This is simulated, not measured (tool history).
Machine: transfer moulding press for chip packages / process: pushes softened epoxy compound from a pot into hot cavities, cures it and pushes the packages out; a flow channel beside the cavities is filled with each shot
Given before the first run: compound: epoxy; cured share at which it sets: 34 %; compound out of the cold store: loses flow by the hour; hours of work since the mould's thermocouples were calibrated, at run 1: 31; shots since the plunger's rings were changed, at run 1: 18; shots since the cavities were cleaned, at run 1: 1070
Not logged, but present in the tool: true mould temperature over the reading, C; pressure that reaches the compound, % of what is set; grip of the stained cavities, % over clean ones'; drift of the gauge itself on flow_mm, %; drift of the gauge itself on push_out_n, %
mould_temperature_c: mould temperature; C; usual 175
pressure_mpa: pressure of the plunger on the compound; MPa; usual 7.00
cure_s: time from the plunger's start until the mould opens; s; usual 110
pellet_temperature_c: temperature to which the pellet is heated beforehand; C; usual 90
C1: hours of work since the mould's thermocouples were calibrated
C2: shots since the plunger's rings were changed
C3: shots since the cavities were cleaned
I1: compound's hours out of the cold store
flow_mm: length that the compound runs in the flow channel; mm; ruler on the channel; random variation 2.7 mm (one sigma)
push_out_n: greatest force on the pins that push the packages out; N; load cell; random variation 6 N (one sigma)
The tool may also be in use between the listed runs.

Run 1, day 0.000: usual settings; C1 31; C2 18; C3 1070; I1 42.3. Result: flow_mm 523 mm, push_out_n 222 N.
At day 0.154: cavities cleaned with cleaning compound and waxed.
Run 2, day 0.396: usual settings; C1 36; C2 101; C3 60; I1 16.9. Result: flow_mm 553 mm, push_out_n 234 N.
Run 3, day 0.608: usual settings; C1 38; C2 153; C3 112; I1 22.5. Result: flow_mm 552 mm, push_out_n 236 N.
Run 4, day 0.954: usual settings; C1 43; C2 238; C3 197; I1 31.9. Result: flow_mm 538 mm, push_out_n 231 N.
Run 5, day 1.262: usual settings; C1 48; C2 314; C3 273; I1 42.0. Result: flow_mm 522 mm, push_out_n 225 N.
Run 6, day 1.554: usual settings; C1 52; C2 385; C3 344; I1 10.0. Result: flow_mm 568 mm, push_out_n 246 N.
Run 7, day 1.854: usual settings but pressure_mpa 5.22 MPa, cure_s 90 s; C1 56; C2 460; C3 419; I1 16.5. Result: flow_mm 485 mm, push_out_n 360 N.
Run 8, day 2.033: usual settings but pressure_mpa 5.69 MPa, cure_s 95 s; C1 58; C2 504; C3 463; I1 28.5. Result: flow_mm 491 mm, push_out_n 298 N.
Run 9, day 2.258: usual settings but pressure_mpa 6.86 MPa; C1 62; C2 559; C3 518; I1 46.7. Result: flow_mm 513 mm, push_out_n 228 N.
Run 10, day 2.662: usual settings but pressure_mpa 6.86 MPa; C1 67; C2 659; C3 618; I1 8.1. Result: flow_mm 563 mm, push_out_n 240 N.

Alternative continuations, all from the tool just after run 10; predict every row:
Run A, day 3.029: usual settings but mould_temperature_c 174 C, pressure_mpa 8.27 MPa, pellet_temperature_c 98 C; C1 72; C2 749; C3 708; I1 25.8. Result: flow_mm ?, push_out_n ?.
Run B, day 3.029: usual settings but mould_temperature_c 170 C, pressure_mpa 6.78 MPa, cure_s 137 s; C1 72; C2 749; C3 708; I1 21.5. Result: flow_mm ?, push_out_n ?.
Run C, day 3.029: usual settings but pressure_mpa 8.25 MPa, cure_s 142 s; C1 72; C2 749; C3 708; I1 19.8. Result: flow_mm ?, push_out_n ?.

run  flow_mm  push_out_n
  A      593         238
  B      564         235
  C      605         173
Without the tool's hidden state the same runs would have given:
run  flow_mm  push_out_n
  A      593         235
  B      564         233
  C      605         171

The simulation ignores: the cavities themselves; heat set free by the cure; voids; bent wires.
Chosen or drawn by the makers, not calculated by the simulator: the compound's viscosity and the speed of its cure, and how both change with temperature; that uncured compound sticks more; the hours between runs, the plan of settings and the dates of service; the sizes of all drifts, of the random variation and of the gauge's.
